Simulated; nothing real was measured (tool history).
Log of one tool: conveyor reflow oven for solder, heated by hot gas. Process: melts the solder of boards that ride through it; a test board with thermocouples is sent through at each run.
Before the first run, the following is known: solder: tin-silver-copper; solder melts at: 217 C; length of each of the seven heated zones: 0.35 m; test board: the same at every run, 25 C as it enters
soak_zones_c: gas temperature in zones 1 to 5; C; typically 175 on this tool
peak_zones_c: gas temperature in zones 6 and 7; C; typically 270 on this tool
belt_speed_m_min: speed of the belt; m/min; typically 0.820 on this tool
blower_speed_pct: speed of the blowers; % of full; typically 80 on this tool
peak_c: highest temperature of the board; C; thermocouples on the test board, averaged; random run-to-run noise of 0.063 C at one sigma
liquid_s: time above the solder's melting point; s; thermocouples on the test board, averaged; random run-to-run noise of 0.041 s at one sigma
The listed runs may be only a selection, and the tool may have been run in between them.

run   hour  soak_zones_c  peak_zones_c  belt_speed_m_min  blower_speed_pct  peak_c  liquid_s
  1    0.0           175           270             0.820                80  260.89     43.05
  2   28.1           175           270             0.820                80  260.93     43.07
  3   45.5           175           272             0.820                80  262.54     43.64
  4   70.1           175           272             0.820                80  262.56     43.62
  5   93.3           175           270             0.834                80  260.25     42.13
  6  118.9           160           270             0.820                80  258.93     39.26
  7  151.2           175           270             0.820                64  257.88     41.55
  8  172.8           175           270             0.820                80  260.66     43.02
  9  203.0           175           270             0.820                80  260.57     42.91
 10  217.5           175           270             0.820                80  260.64     42.93
 11  244.3           175           270             0.820                80  260.48     42.89
 12  274.3           175           260             0.820                80  251.39     39.35
 13  295.5           175           260             0.820                80  251.28     39.32
 14  318.1           175           267             0.820                80  257.66     41.94
 15  337.4           175           267             0.820                80  257.70     41.92
     358.9  -- flux residue cleaned out of gas plates and filters
 16  372.0           175           267             0.820                80  259.37     42.82
 17  386.6           175           271             0.820                56  258.57     41.74
 18  413.9           175           271             0.931                65  256.52     35.82
 19  427.2           177           269             0.868                80  259.92     40.74
 20  441.7           175           276             0.788                58  264.75     45.95
 21  455.4           175           276             0.788                58  264.75     46.06
 22  474.7           175           276             0.967                58  257.62     34.39
 23  496.9           175           283             0.967                58  263.56     36.57
 24  523.2           189           283             0.967                64  267.98     41.04
 25  540.1           165           266             0.966                85  252.99     31.69
 26  558.9           165           281             0.966                85  266.55     36.08
 27  574.0           182           278             0.888                79  267.72     43.23
 28  592.6           173           262             0.685                54  254.33     48.41
 29  624.8           173           262             0.685                54  254.25     48.46
 30  641.5           173           262             0.685                54  254.30     48.51

What if the next run were any one of these 3? Each begins from the tool's condition after run 30:
  A  662.1           175           270             0.723                80       ?         ?
  B  662.1           173           262             0.685                53       ?         ?
  C  662.1           178           276             0.685                85       ?         ?

run  peak_c  liquid_s
  A  264.61     50.89
  B  253.97     48.28
  C  272.13     56.98
What these runs would have given with no unlogged condition in the tool:
run  peak_c  liquid_s
  A  262.65     49.99
  B  251.94     47.04
  C  270.09     56.08
